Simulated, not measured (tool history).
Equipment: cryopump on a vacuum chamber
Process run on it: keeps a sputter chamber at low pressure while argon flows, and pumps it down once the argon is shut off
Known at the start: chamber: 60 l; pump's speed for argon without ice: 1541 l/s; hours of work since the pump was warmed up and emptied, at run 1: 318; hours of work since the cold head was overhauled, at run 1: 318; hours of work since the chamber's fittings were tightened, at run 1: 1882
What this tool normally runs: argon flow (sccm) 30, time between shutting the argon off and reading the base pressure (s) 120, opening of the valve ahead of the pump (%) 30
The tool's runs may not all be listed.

run,day,argon flow (sccm),time between shutting the argon off and reading the base pressure (s),opening of the valve ahead of the pump (%),hours of work since the pump was warmed up and emptied,hours of work since the cold head was overhauled,hours of work since the chamber's fittings were tightened,pressure while argon flows (Pa),pressure after the wait (uPa)
1,0.000,30,120,30,318,318,1882,0.1110,2.79
2,1.154,30,120,30,335,335,1900,0.1116,2.72
3,2.233,30,120,30,352,352,1916,0.1120,2.82
4,3.171,30,120,30,366,366,1931,0.1125,2.83
5,4.025,30,120,30,380,380,1944,0.1128,2.80
6,4.646,30,120,19,389,389,1954,0.1764,2.88
7,5.525,30,120,19,403,403,1967,0.1771,2.91
# day 6.062: leaking fittings of the chamber tightened, without venting
8,6.788,30,120,19,421,421,11,0.1769,0.92
9,7.417,22,120,19,430,430,21,0.1288,1.02
10,8.462,41,120,30,447,447,37,0.1560,1.05
11,9.683,41,120,30,465,465,56,0.1554,1.05
12,10.838,30,120,30,483,483,73,0.1145,1.05
13,12.142,30,120,30,503,503,94,0.1150,1.09
14,13.138,20,120,30,519,519,109,0.0757,1.12
15,14.300,23,120,30,536,536,127,0.0877,1.11
16,15.638,30,120,30,557,557,147,0.1134,1.14
17,16.929,30,120,30,577,577,167,0.1145,1.14
18,17.500,31,43,38,586,586,176,0.0931,2.46
19,18.704,19,67,24,604,604,195,0.0902,1.79
20,19.433,19,67,44,615,615,206,0.0508,1.76
21,20.192,15,120,58,627,627,217,0.0308,1.24
22,21.083,23,173,59,641,641,231,0.0472,0.99
23,22.175,30,120,33,658,658,248,0.1042,1.22
24,23.162,30,120,33,673,673,263,0.1048,1.29
25,24.392,24,51,30,692,692,282,0.0929,2.34
26,25.450,29,281,30,708,708,298,0.1117,0.87
27,26.150,29,48,57,719,719,309,0.0605,2.36
28,27.133,25,36,18,734,734,324,0.1574,3.13
29,28.300,27,36,38,752,752,342,0.0823,3.07
30,29.325,13,296,46,768,768,358,0.0345,0.91
31,29.875,13,296,46,776,776,367,0.0333,0.92
32,31.150,13,296,46,796,796,386,0.0336,0.97
33,32.088,15,296,46,810,810,401,0.0390,0.96
34,33.025,30,120,19,825,825,415,0.1809,1.46

Predict each of these 4 candidate next runs independently; none follows another, all start after run 34:
A,33.738,39,246,30,836,836,426,?,?
B,33.738,30,48,21,836,836,426,?,?
C,33.738,56,120,30,836,836,426,?,?
D,33.738,21,120,58,836,836,426,?,?

run,pressure while argon flows (Pa),pressure after the wait (uPa)
A,0.1513,1.05
B,0.1647,2.57
C,0.2179,1.45
D,0.0446,1.47
The same runs, with their run-to-run variation unchanged, on a tool lacking any hidden condition would have given:
run,pressure while argon flows (Pa),pressure after the wait (uPa)
A,0.1424,0.54
B,0.1578,2.06
C,0.2051,0.93
D,0.0398,0.95
